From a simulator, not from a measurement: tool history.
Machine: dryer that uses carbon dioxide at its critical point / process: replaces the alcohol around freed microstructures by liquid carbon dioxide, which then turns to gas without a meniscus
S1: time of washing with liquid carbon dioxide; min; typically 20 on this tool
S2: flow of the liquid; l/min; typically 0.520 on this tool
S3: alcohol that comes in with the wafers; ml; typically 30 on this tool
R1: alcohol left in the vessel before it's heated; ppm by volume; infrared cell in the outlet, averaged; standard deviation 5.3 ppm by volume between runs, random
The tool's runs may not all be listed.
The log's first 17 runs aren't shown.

run	hour	S1	S2	S3	R1
18	457.0	20	0.627	30	171
19	486.2	20	0.627	30	182
20	510.2	20	0.627	30	200
21	530.8	15	0.520	53	1242
# hour 564.9: inlet filter changed
22	574.7	19	0.520	120	718
23	618.5	20	0.520	43	285
24	648.5	20	0.520	87	492
25	671.7	20	0.520	87	517
26	689.8	17	0.520	87	946
27	733.5	18	0.520	30	365
28	758.1	18	0.520	30	372
29	791.6	20	0.626	86	309
30	809.9	15	0.787	30	229
31	837.9	20	0.521	105	755
32	864.5	20	0.521	76	610
33	889.7	20	0.520	65	551
34	912.7	20	0.520	65	571
35	939.0	20	0.358	96	2722
36	977.2	31	0.709	30	170
37	1017.9	20	0.520	36	445

5 options for the next run, each taken on its own from the tool as it stands now. Forecast them:
# hour 1036.3: inlet filter changed
A	1059.2	27	0.486	36	?
# hour 1036.3: inlet filter changed
B	1059.2	20	0.454	36	?
# hour 1036.3: inlet filter changed
C	1059.2	20	0.393	22	?
# hour 1036.3: inlet filter changed
D	1059.2	20	0.520	43	?
# hour 1036.3: inlet filter changed
E	1059.2	15	0.429	106	?

run	R1
A	212
B	450
C	468
D	346
E	2842
Take away the tool's hidden state, keep each run's random variation, and the runs would have read:
run	R1
A	41
B	273
C	291
D	170
E	2610
